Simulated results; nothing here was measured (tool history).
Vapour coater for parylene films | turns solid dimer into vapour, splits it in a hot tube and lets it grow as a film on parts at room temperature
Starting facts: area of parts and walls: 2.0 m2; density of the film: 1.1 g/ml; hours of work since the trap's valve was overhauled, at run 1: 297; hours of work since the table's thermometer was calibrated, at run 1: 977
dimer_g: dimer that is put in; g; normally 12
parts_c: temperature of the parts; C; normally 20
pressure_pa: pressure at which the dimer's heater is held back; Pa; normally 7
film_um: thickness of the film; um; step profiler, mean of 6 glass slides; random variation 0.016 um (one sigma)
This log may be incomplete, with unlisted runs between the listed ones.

| run | day | dimer_g | parts_c | pressure_pa | hours of work since the trap's valve was overhauled | hours of work since the table's thermometer was calibrated | film_um |
|---|---|---|---|---|---|---|---|
| 1 | 0 | 12 | 20 | 7 | 297 | 977 | 2.9 |
| 2 | 1.508 | 12 | 20 | 7 | 324 | 1004 | 2.89 |
| 3 | 2.908 | 12 | 20 | 7 | 349 | 1029 | 2.89 |
| 4 | 3.588 | 12 | 20 | 7 | 362 | 1042 | 2.87 |
| 5 | 4.846 | 12 | 13 | 7 | 384 | 1064 | 3.76 |
| 6 | 6.162 | 19 | 20 | 7 | 408 | 1088 | 4.58 |
| 7 | 7.146 | 12 | 15 | 7 | 426 | 1106 | 3.48 |
|  | 7.912 | trap's valve overhauled |
| 8 | 8.183 | 12 | 20 | 7 | 5 | 1122 | 2.89 |
| 9 | 9.088 | 12 | 20 | 7 | 21 | 1138 | 2.87 |
| 10 | 9.871 | 15 | 12 | 5.66 | 35 | 1152 | 5.01 |

Forecast run 11:
| 11 | 10.954 | 15 | 21 | 6.35 | 55 | 1172 | ? |

Run 11 yielded film_um 3.47 um.
If the tool had no hidden condition, the same run with the same run-to-run variation would have returned film_um 3.47 um.

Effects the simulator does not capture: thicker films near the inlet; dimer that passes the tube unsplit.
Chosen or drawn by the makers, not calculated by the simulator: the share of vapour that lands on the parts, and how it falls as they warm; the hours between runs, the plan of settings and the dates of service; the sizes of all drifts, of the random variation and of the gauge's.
